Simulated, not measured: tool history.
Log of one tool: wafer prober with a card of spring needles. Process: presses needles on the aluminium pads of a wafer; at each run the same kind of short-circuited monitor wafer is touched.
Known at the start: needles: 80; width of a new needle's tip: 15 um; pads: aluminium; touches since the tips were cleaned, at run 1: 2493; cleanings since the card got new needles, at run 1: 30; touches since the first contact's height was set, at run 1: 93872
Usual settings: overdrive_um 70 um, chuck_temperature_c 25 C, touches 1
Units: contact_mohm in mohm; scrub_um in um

run   hour  overdrive_um  chuck_temperature_c  touches  touches since the tips were cleaned  cleanings since the card got new needles  touches since the first contact's height was set  contact_mohm  scrub_um
  1      0            70                   25        1                                 2493                                        30                                             93872           193     12.19
       1.3  -- tips cleaned on abrasive film
       8.3  -- tips cleaned on abrasive film
        16  -- tips cleaned on abrasive film
  2   20.7            70                   25        2                                 1895                                        33                                            102088           166     12.11
        24  -- tips cleaned on abrasive film
      31.8  -- tips cleaned on abrasive film
  3     32            70                   25        2                                   96                                        35                                            106595           139      12.2
      39.3  -- tips cleaned on abrasive film
      46.5  -- tips cleaned on abrasive film
  4   52.9            70                   25        2                                 2604                                        37                                            114952           173     12.29
      54.6  -- tips cleaned on abrasive film
      62.7  -- tips cleaned on abrasive film
  5     63            70                   61        1                                  136                                        39                                            118942           151     12.01
      70.5  -- tips cleaned on abrasive film
  6   76.5            70                   25        1                                 2428                                        40                                            124349           200     11.91
      78.2  -- tips cleaned on abrasive film
        86  -- tips cleaned on abrasive film
  7     89            70                   25        1                                 1234                                        42                                            129323           171     12.07
      93.4  -- tips cleaned on abrasive film
     101.5  -- tips cleaned on abrasive film
  8  101.5            70                   46        1                                    2                                        44                                            134278           143      11.9
     109.5  -- tips cleaned on abrasive film
     116.4  -- tips cleaned on abrasive film
  9  116.4            70                   25        1                                    0                                        46                                            140215           143      11.8
     123.9  -- tips cleaned on abrasive film
     130.9  -- tips cleaned on abrasive film
 10  133.9            70                   25        1                                 1225                                        48                                            147211           180     11.79
     138.4  -- tips cleaned on abrasive film
       146  -- tips cleaned on abrasive film
 11    150            70                   25        1                                 1640                                        50                                            153625           189     12.05
     154.1  -- tips cleaned on abrasive film
 12  159.3            70                   25        1                                 2092                                        51                                            157338           197     12.24
     160.9  -- tips cleaned on abrasive film
     168.1  -- tips cleaned on abrasive film
 13  171.9            70                   25        1                                 1541                                        53                                            162335           191     11.67
       176  -- tips cleaned on abrasive film
     183.8  -- tips cleaned on abrasive film
     190.8  -- tips cleaned on abrasive film
 14  194.7            70                   25        1                                 1541                                        56                                            171403           188      11.9
     197.6  -- tips cleaned on abrasive film
     205.5  -- tips cleaned on abrasive film
     212.6  -- tips cleaned on abrasive film
 15  215.4            70                   25        1                                 1126                                        59                                            179659           175     11.79
     219.9  -- tips cleaned on abrasive film
     227.8  -- tips cleaned on abrasive film
 16  229.3            70                   25        1                                  613                                        61                                            185200           163     11.58
     235.4  -- tips cleaned on abrasive film
     242.9  -- tips cleaned on abrasive film
     251.1  -- tips cleaned on abrasive film
 17  251.5            70                   25        1                                  156                                        64                                            194011           150     11.67
       258  -- tips cleaned on abrasive film
 18  264.4            55                   25        2                                 2602                                        65                                            199193           211      8.83
     265.7  -- tips cleaned on abrasive film
     272.6  -- tips cleaned on abrasive film
     280.7  -- tips cleaned on abrasive film
 19  280.7            78                  112        1                                    0                                        68                                            205641           154     13.24
       288  -- tips cleaned on abrasive film
     294.3  -- height of the first contact set anew
     295.7  -- tips cleaned on abrasive film
     303.2  -- tips cleaned on abrasive film
 20  303.2            78                   62        1                                    0                                        71                                              3487           144     13.98
     310.2  -- tips cleaned on abrasive film
 21  314.2            78                   61        1                                 1608                                        72                                              7886           180     14.36
       318  -- tips cleaned on abrasive film
     325.7  -- tips cleaned on abrasive film
 22  330.3            70                   26        1                                 1849                                        74                                             14322           190     12.41
     333.4  -- tips cleaned on abrasive film
     340.9  -- tips cleaned on abrasive film
 23  347.4            62                   78        1                                 2648                                        76                                             21154           220     11.14
     349.1  -- tips cleaned on abrasive film
     357.3  -- tips cleaned on abrasive film
     365.1  -- tips cleaned on abrasive film
 24  365.1            62                   78        1                                    0                                        79                                             28158           149     11.05
       372  -- tips cleaned on abrasive film
     379.5  -- tips cleaned on abrasive film
 25    385            62                   49        1                                 2216                                        81                                             36126           220     11.18
     386.8  -- tips cleaned on abrasive film
     394.9  -- tips cleaned on abrasive film
 26  399.9            62                   49        1                                 2007                                        83                                             42031           207     11.02
     401.6  -- tips cleaned on abrasive film
     409.5  -- tips cleaned on abrasive film
     416.3  -- tips cleaned on abrasive film
 27  418.9            85                   49        1                                 1048                                        86                                             49590           165     15.12
     423.4  -- tips cleaned on abrasive film
     430.8  -- tips cleaned on abrasive film
     437.6  -- tips cleaned on abrasive film
 28    439            72                   43        2                                  565                                        89                                             57595           153     12.79
     445.5  -- tips cleaned on abrasive film
 29  448.7            70                   34        1                                 1301                                        90                                             61460           185     12.49
     453.3  -- tips cleaned on abrasive film
     460.7  -- tips cleaned on abrasive film
 30  460.7            53                   52        1                                    0                                        92                                             66219           150      9.32
     468.1  -- tips cleaned on abrasive film
     475.3  -- tips cleaned on abrasive film
 31  475.9            53                   52        1                                  243                                        94                                             72282           175      9.26

3 ways to go on from here, each from the tool as it stands after run 31. What would each give?
     482.4  -- tips cleaned on abrasive film
  A  488.4            85                   55        1                                 2443                                        95                                             77295             ?         ?
     482.4  -- tips cleaned on abrasive film
  B  488.4            52                   28        2                                 2443                                        95                                             77295             ?         ?
     482.4  -- tips cleaned on abrasive film
  C  488.4            58                   25        1                                 2443                                        95                                             77295             ?         ?

run  contact_mohm  scrub_um
  A           183     15.07
  B           210      8.94
  C           240     10.21
Without the tool's hidden state the same runs would have given:
run  contact_mohm  scrub_um
  A           136      15.5
  B           137      9.37
  C           140     10.64

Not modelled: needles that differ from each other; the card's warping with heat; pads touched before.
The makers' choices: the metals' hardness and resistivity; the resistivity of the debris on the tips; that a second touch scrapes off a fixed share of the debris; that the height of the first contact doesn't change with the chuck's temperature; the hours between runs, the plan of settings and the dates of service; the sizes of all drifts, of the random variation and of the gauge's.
